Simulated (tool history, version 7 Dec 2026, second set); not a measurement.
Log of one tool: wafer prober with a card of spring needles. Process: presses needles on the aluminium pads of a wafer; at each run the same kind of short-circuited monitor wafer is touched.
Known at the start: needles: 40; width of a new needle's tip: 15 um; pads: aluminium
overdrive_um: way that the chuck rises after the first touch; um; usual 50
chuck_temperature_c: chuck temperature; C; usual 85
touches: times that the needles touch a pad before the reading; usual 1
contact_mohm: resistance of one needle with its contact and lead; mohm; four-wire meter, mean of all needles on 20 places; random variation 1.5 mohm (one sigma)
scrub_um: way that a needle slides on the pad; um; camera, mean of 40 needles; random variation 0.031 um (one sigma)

run 1 hour=0 | overdrive_um=50 chuck_temperature_c=85 touches=1 | contact_mohm=202 scrub_um=12.41
run 2 hour=11.6 | overdrive_um=30 chuck_temperature_c=85 touches=1 | contact_mohm=190 scrub_um=7.37
run 3 hour=25.8 | overdrive_um=30 chuck_temperature_c=85 touches=1 | contact_mohm=318 scrub_um=7.4
run 4 hour=35.5 | overdrive_um=30 chuck_temperature_c=52 touches=1 | contact_mohm=339 scrub_um=7.28
run 5 hour=43.3 | overdrive_um=30 chuck_temperature_c=52 touches=1 | contact_mohm=311 scrub_um=7.29
run 6 hour=51.3 | overdrive_um=30 chuck_temperature_c=52 touches=1 | contact_mohm=259 scrub_um=7.27
run 7 hour=63.3 | overdrive_um=30 chuck_temperature_c=52 touches=1 | contact_mohm=178 scrub_um=7.21
run 8 hour=74.9 | overdrive_um=50 chuck_temperature_c=56 touches=1 | contact_mohm=173 scrub_um=12.16
run 9 hour=88.8 | overdrive_um=50 chuck_temperature_c=56 touches=1 | contact_mohm=210 scrub_um=12.15
run 10 hour=96.7 | overdrive_um=50 chuck_temperature_c=56 touches=1 | contact_mohm=203 scrub_um=12.08
run 11 hour=111.9 | overdrive_um=59 chuck_temperature_c=56 touches=1 | contact_mohm=143 scrub_um=14.25
run 12 hour=119.1 | overdrive_um=59 chuck_temperature_c=56 touches=1 | contact_mohm=194 scrub_um=14.29
run 13 hour=130.2 | overdrive_um=59 chuck_temperature_c=56 touches=1 | contact_mohm=193 scrub_um=14.26
run 14 hour=139.6 | overdrive_um=50 chuck_temperature_c=85 touches=2 | contact_mohm=190 scrub_um=11.99
run 15 hour=155.4 | overdrive_um=50 chuck_temperature_c=85 touches=1 | contact_mohm=203 scrub_um=11.96
run 16 hour=171.1 | overdrive_um=50 chuck_temperature_c=85 touches=1 | contact_mohm=153 scrub_um=11.95
run 17 hour=179.2 | overdrive_um=32 chuck_temperature_c=53 touches=1 | contact_mohm=349 scrub_um=7.46
run 18 hour=191.3 | overdrive_um=49 chuck_temperature_c=37 touches=1 | contact_mohm=178 scrub_um=11.69
run 19 hour=203.9 | overdrive_um=49 chuck_temperature_c=37 touches=1 | contact_mohm=212 scrub_um=11.58
run 20 hour=217 | overdrive_um=43 chuck_temperature_c=56 touches=2 | contact_mohm=201 scrub_um=10.68
run 21 hour=228.7 | overdrive_um=60 chuck_temperature_c=28 touches=3 | contact_mohm=133 scrub_um=14.79
run 22 hour=239.4 | overdrive_um=60 chuck_temperature_c=28 touches=3 | contact_mohm=139 scrub_um=14.78
run 23 hour=250.5 | overdrive_um=60 chuck_temperature_c=28 touches=3 | contact_mohm=141 scrub_um=14.76
run 24 hour=265 | overdrive_um=34 chuck_temperature_c=67 touches=2 | contact_mohm=249 scrub_um=8.33
run 25 hour=272.2 | overdrive_um=41 chuck_temperature_c=67 touches=2 | contact_mohm=206 scrub_um=10.01
run 26 hour=280.7 | overdrive_um=50 chuck_temperature_c=85 touches=1 | contact_mohm=198 scrub_um=12.2
run 27 hour=294.2 | overdrive_um=52 chuck_temperature_c=56 touches=1 | contact_mohm=210 scrub_um=12.67
run 28 hour=310.4 | overdrive_um=62 chuck_temperature_c=42 touches=1 | contact_mohm=180 scrub_um=15.14
run 29 hour=326.4 | overdrive_um=38 chuck_temperature_c=45 touches=2 | contact_mohm=178 scrub_um=9.1
run 30 hour=337.8 | overdrive_um=38 chuck_temperature_c=45 touches=2 | contact_mohm=217 scrub_um=9.11
run 31 hour=346.9 | overdrive_um=38 chuck_temperature_c=33 touches=1 | contact_mohm=218 scrub_um=9.12

Not shown: 38 entries that the log had between the listed runs. Between which runs, and how does the tool's hidden state differ before and after?
Between runs 1 and 2: tips cleaned on abrasive film (hour 1.7); tips cleaned on abrasive film (hour 11.4)
  debris on the tips, nm: 107 -> 18.1; way that the needles fall short of the set height, um: 0.08 -> 0.19; tips' diameter, um: 16.55 -> 17.64
  measured less the result without the state, contact_mohm: +63 -> +37 mohm; scrub_um: -0.02 -> -0.04 um
Between runs 2 and 3: tips cleaned on abrasive film (hour 20.8)
  debris on the tips, nm: 18.1 -> 95; way that the needles fall short of the set height, um: 0.19 -> 0.31; tips' diameter, um: 17.64 -> 17.69
  measured less the result without the state, contact_mohm: +37 -> +166 mohm; scrub_um: -0.04 -> -0.08 um
Between runs 3 and 4: tips cleaned on abrasive film (hour 30.1)
  debris on the tips, nm: 95 -> 97.5; way that the needles fall short of the set height, um: 0.31 -> 0.41; tips' diameter, um: 17.69 -> 17.72
  measured less the result without the state, contact_mohm: +166 -> +188 mohm; scrub_um: -0.08 -> -0.1 um
Between runs 4 and 5: tips cleaned on abrasive film (hour 39.5)
  debris on the tips, nm: 97.5 -> 88; way that the needles fall short of the set height, um: 0.41 -> 0.53; tips' diameter, um: 17.72 -> 17.76
  measured less the result without the state, contact_mohm: +188 -> +165 mohm; scrub_um: -0.1 -> -0.13 um
Between runs 5 and 6: tips cleaned on abrasive film (hour 49.7)
  debris on the tips, nm: 88 -> 55.7; way that the needles fall short of the set height, um: 0.53 -> 0.62; tips' diameter, um: 17.76 -> 17.79
  measured less the result without the state, contact_mohm: +165 -> +111 mohm; scrub_um: -0.13 -> -0.15 um
Between runs 6 and 7: tips cleaned on abrasive film, once more (hour 54); tips cleaned on abrasive film (hour 63.3)
  debris on the tips, nm: 55.7 -> 11.2; way that the needles fall short of the set height, um: 0.62 -> 0.85; tips' diameter, um: 17.79 -> 17.87
  measured less the result without the state, contact_mohm: +111 -> +29 mohm; scrub_um: -0.15 -> -0.21 um
Between runs 7 and 8: tips cleaned on abrasive film (hour 73.7)
  debris on the tips, nm: 11.2 -> 48.2; way that the needles fall short of the set height, um: 0.85 -> 0.97; tips' diameter, um: 17.87 -> 17.91
  measured less the result without the state, contact_mohm: +29 -> +38 mohm; scrub_um: -0.21 -> -0.24 um
Between runs 8 and 9: tips cleaned on abrasive film (hour 82.9)
  debris on the tips, nm: 48.2 -> 101.2; way that the needles fall short of the set height, um: 0.97 -> 1.04; tips' diameter, um: 17.91 -> 17.94
  measured less the result without the state, contact_mohm: +38 -> +76 mohm; scrub_um: -0.24 -> -0.26 um
Between runs 9 and 10: tips cleaned on abrasive film (hour 92.8)
  debris on the tips, nm: 101.2 -> 89.2; way that the needles fall short of the set height, um: 1.04 -> 1.14; tips' diameter, um: 17.94 -> 17.98
  measured less the result without the state, contact_mohm: +76 -> +68 mohm; scrub_um: -0.26 -> -0.28 um
Between runs 10 and 11: tips cleaned on abrasive film (hour 102.4); tips cleaned on abrasive film (hour 111.9)
  debris on the tips, nm: 89.2 -> 9.1; way that the needles fall short of the set height, um: 1.14 -> 1.31; tips' diameter, um: 17.98 -> 18.04
  measured less the result without the state, contact_mohm: +68 -> +9 mohm; scrub_um: -0.28 -> -0.32 um
Between runs 12 and 13: tips cleaned on abrasive film (hour 121.6)
  debris on the tips, nm: 105 -> 106.7; way that the needles fall short of the set height, um: 1.31 -> 1.4; tips' diameter, um: 18.04 -> 18.07
  measured less the result without the state, contact_mohm: +60 -> +61 mohm; scrub_um: -0.33 -> -0.35 um
Between runs 13 and 14: tips cleaned on abrasive film (hour 131.8)
  debris on the tips, nm: 106.7 -> 107.6; way that the needles fall short of the set height, um: 1.4 -> 1.49; tips' diameter, um: 18.07 -> 18.1
  measured less the result without the state, contact_mohm: +61 -> +51 mohm; scrub_um: -0.35 -> -0.37 um
Between runs 14 and 15: tips cleaned on abrasive film (hour 141.5); tips cleaned on abrasive film (hour 151.9)
  debris on the tips, nm: 107.6 -> 82.2; way that the needles fall short of the set height, um: 1.49 -> 1.67; tips' diameter, um: 18.1 -> 18.16
  measured less the result without the state, contact_mohm: +51 -> +63 mohm; scrub_um: -0.37 -> -0.42 um
Between runs 15 and 16: tips cleaned on abrasive film (hour 161.2); tips cleaned on abrasive film (hour 170.8)
  debris on the tips, nm: 82.2 -> 12.7; way that the needles fall short of the set height, um: 1.67 -> 1.88; tips' diameter, um: 18.16 -> 18.23
  measured less the result without the state, contact_mohm: +63 -> +15 mohm; scrub_um: -0.42 -> -0.47 um
Between runs 17 and 18: tips cleaned on abrasive film (hour 180.5); tips cleaned on abrasive film (hour 189.7)
  debris on the tips, nm: 106.7 -> 51.1; way that the needles fall short of the set height, um: 1.88 -> 2.03; tips' diameter, um: 18.23 -> 18.29
  measured less the result without the state, contact_mohm: +205 -> +46 mohm; scrub_um: -0.46 -> -0.5 um
Between runs 18 and 19: tips cleaned on abrasive film (hour 199.6)
  debris on the tips, nm: 51.1 -> 91; way that the needles fall short of the set height, um: 2.03 -> 2.11; tips' diameter, um: 18.29 -> 18.32
  measured less the result without the state, contact_mohm: +46 -> +81 mohm; scrub_um: -0.5 -> -0.53 um
Between runs 19 and 20: tips cleaned on abrasive film (hour 208.9); height of the first contact set anew (hour 216.1)
  debris on the tips, nm: 91 -> 106.8; way that the needles fall short of the set height, um: 2.11 -> 0; tips' diameter, um: 18.32 -> 18.35
  measured less the result without the state, contact_mohm: +81 -> +65 mohm; scrub_um: -0.53 -> +0 um
Between runs 20 and 21: tips cleaned on abrasive film (hour 218.6); tips cleaned on abrasive film (hour 228.4)
  debris on the tips, nm: 106.8 -> 26.3; way that the needles fall short of the set height, um: 0 -> 0.2; tips' diameter, um: 18.35 -> 18.42
  measured less the result without the state, contact_mohm: +65 -> +9 mohm; scrub_um: +0 -> -0.05 um
Between runs 21 and 22: tips cleaned on abrasive film (hour 238.2)
  debris on the tips, nm: 26.3 -> 44.6; way that the needles fall short of the set height, um: 0.2 -> 0.31; tips' diameter, um: 18.42 -> 18.46
  measured less the result without the state, contact_mohm: +9 -> +12 mohm; scrub_um: -0.05 -> -0.08 um
Between runs 22 and 23: tips cleaned on abrasive film (hour 248.4)
  debris on the tips, nm: 44.6 -> 61.7; way that the needles fall short of the set height, um: 0.31 -> 0.39; tips' diameter, um: 18.46 -> 18.49
  measured less the result without the state, contact_mohm: +12 -> +16 mohm; scrub_um: -0.08 -> -0.09 um
Between runs 23 and 24: tips cleaned on abrasive film (hour 257.8)
  debris on the tips, nm: 61.7 -> 104.6; way that the needles fall short of the set height, um: 0.39 -> 0.47; tips' diameter, um: 18.49 -> 18.51
  measured less the result without the state, contact_mohm: +16 -> +102 mohm; scrub_um: -0.09 -> -0.11 um
Between runs 24 and 25: tips cleaned on abrasive film (hour 267.2)
  debris on the tips, nm: 104.6 -> 96; way that the needles fall short of the set height, um: 0.47 -> 0.59; tips' diameter, um: 18.51 -> 18.56
  measured less the result without the state, contact_mohm: +102 -> +67 mohm; scrub_um: -0.11 -> -0.15 um
Between runs 25 and 26: tips cleaned on abrasive film (hour 277)
  debris on the tips, nm: 96 -> 83.4; way that the needles fall short of the set height, um: 0.59 -> 0.71; tips' diameter, um: 18.56 -> 18.6
  measured less the result without the state, contact_mohm: +67 -> +63 mohm; scrub_um: -0.15 -> -0.17 um
Between runs 26 and 27: tips cleaned on abrasive film (hour 286.4)
  debris on the tips, nm: 83.4 -> 106; way that the needles fall short of the set height, um: 0.71 -> 0.8; tips' diameter, um: 18.6 -> 18.63
  measured less the result without the state, contact_mohm: +63 -> +78 mohm; scrub_um: -0.17 -> -0.2 um
Between runs 27 and 28: tips cleaned on abrasive film (hour 295.8); tips cleaned on abrasive film (hour 305.7)
  debris on the tips, nm: 106 -> 93.4; way that the needles fall short of the set height, um: 0.8 -> 0.98; tips' diameter, um: 18.63 -> 18.69
  measured less the result without the state, contact_mohm: +78 -> +52 mohm; scrub_um: -0.2 -> -0.25 um
Between runs 28 and 29: tips cleaned on abrasive film (hour 315.6); tips cleaned on abrasive film (hour 325.5)
  debris on the tips, nm: 93.4 -> 37.4; way that the needles fall short of the set height, um: 0.98 -> 1.2; tips' diameter, um: 18.69 -> 18.77
  measured less the result without the state, contact_mohm: +52 -> +38 mohm; scrub_um: -0.25 -> -0.3 um
Between runs 29 and 30: tips cleaned on abrasive film (hour 334.7)
  debris on the tips, nm: 37.4 -> 81.6; way that the needles fall short of the set height, um: 1.2 -> 1.28; tips' diameter, um: 18.77 -> 18.8
  measured less the result without the state, contact_mohm: +38 -> +75 mohm; scrub_um: -0.3 -> -0.32 um
Between runs 30 and 31: tips cleaned on abrasive film (hour 345.3)
  debris on the tips, nm: 81.6 -> 54.2; way that the needles fall short of the set height, um: 1.28 -> 1.35; tips' diameter, um: 18.8 -> 18.82
  measured less the result without the state, contact_mohm: +75 -> +82 mohm; scrub_um: -0.32 -> -0.34 um
